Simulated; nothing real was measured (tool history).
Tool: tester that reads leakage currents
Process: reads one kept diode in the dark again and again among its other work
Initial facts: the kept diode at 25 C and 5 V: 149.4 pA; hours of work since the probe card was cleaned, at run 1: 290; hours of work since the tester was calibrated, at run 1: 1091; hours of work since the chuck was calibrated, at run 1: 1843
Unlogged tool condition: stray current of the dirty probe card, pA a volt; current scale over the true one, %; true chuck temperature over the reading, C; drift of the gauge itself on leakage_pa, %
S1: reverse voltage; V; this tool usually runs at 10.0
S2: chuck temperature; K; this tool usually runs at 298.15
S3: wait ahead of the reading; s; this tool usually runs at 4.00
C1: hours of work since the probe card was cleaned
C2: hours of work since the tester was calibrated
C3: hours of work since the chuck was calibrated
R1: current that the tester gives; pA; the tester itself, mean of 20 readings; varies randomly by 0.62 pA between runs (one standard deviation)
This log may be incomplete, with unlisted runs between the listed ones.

run     day    S1      S2    S3    C1    C2    C3       R1
  1   0.000  10.0  298.15  4.00   290  1091  1843   198.07
  2   2.417   1.1  298.15  4.00   331  1132  1884    69.80
  3   4.329   1.1  298.15  4.00   363  1164  1916    69.67
  4   7.275  10.0  298.15  4.00   413  1214  1966   198.86
  5  11.212  10.0  324.15  4.00   479  1280  2032  1311.08
     12.783  -- chuck's temperature calibrated
  6  14.108  10.0  324.15  4.00   527  1328    22  1259.74
  7  16.654  10.0  324.15  4.00   570  1371    65  1259.04
     18.854  -- chuck's temperature calibrated, once more
  8  18.942  10.0  324.15  4.00   607  1408     1  1403.40
  9  21.342  10.0  324.15  4.00   647  1449    42  1391.22
 10  23.567  10.0  324.15  0.55   685  1486    80  1409.06
 11  26.108  10.0  324.15  0.55   728  1529   123  1406.88
 12  28.108  10.0  298.15  4.00   762  1563   156   216.87
 13  31.742  10.0  298.15  4.00   823  1624   218   218.59
 14  33.683  10.0  298.15  4.00   856  1657   251   218.09
 15  37.025  10.0  298.15  4.00   912  1714   307   219.51
 16  40.254  10.0  298.15  4.00   967  1768   362   219.83
 17  42.738  10.0  298.15  4.00  1009  1810   404   218.85
 18  44.892   5.4  299.15  4.00  1045  1847   440   174.34
     47.883  -- probe card cleaned and baked
 19  49.138   7.0  322.15  0.33    21  1916   510  1015.15
 20  51.188  14.1  302.15  3.52    56  1951   544   322.87
 21  54.333  14.1  302.15  3.52   109  2004   597   323.82
 22  57.746   4.0  331.15  0.58   167  2062   655  1416.84
 23  59.850   4.8  298.15  1.60   202  2097   691   144.12
 24  62.967   4.8  298.15  1.60   255  2150   743   144.51
 25  65.108   1.0  324.15  2.41   291  2186   779   468.22
 26  66.900  12.1  297.15  4.00   321  2216   810   206.76
 27  70.971  12.1  297.15  4.00   390  2285   878   208.88
 28  73.725   4.2  307.15  0.32   437  2332   925   274.44
 29  76.538   4.2  307.15  0.32   484  2379   973   275.03
 30  80.096   1.7  297.15  6.67   544  2439  1033    81.03
 31  81.954   2.5  318.15  4.00   576  2471  1064   467.12
 32  84.612   1.1  321.15  0.45   621  2516  1109   394.36
 33  86.992   3.1  298.15  4.00   661  2556  1149   117.57
 34  91.112  10.0  298.15  4.12   730  2626  1219   209.65

Measured minus without-hidden-state, run by run (identical run-to-run variation in each term; gauge scatter may differ):
run       R1
  1    -9.01
  2    -4.61
  3    -4.64
  4    -7.79
  5   -84.02
  6  -138.96
  7  -140.14
  8    +1.00
  9    -0.69
 10    -1.86
 11    -3.17
 12   +11.05
 13   +11.72
 14   +11.97
 15   +12.52
 16   +13.06
 17   +13.27
 18    +5.92
 19   -26.55
 20    -8.27
 21    -7.64
 22   -42.84
 23    -3.53
 24    -3.40
 25   -16.66
 26    -1.43
 27    -0.60
 28    -8.95
 29    -9.13
 30    -2.56
 31   -20.31
 32   -18.55
 33    -2.88
 34    +1.47
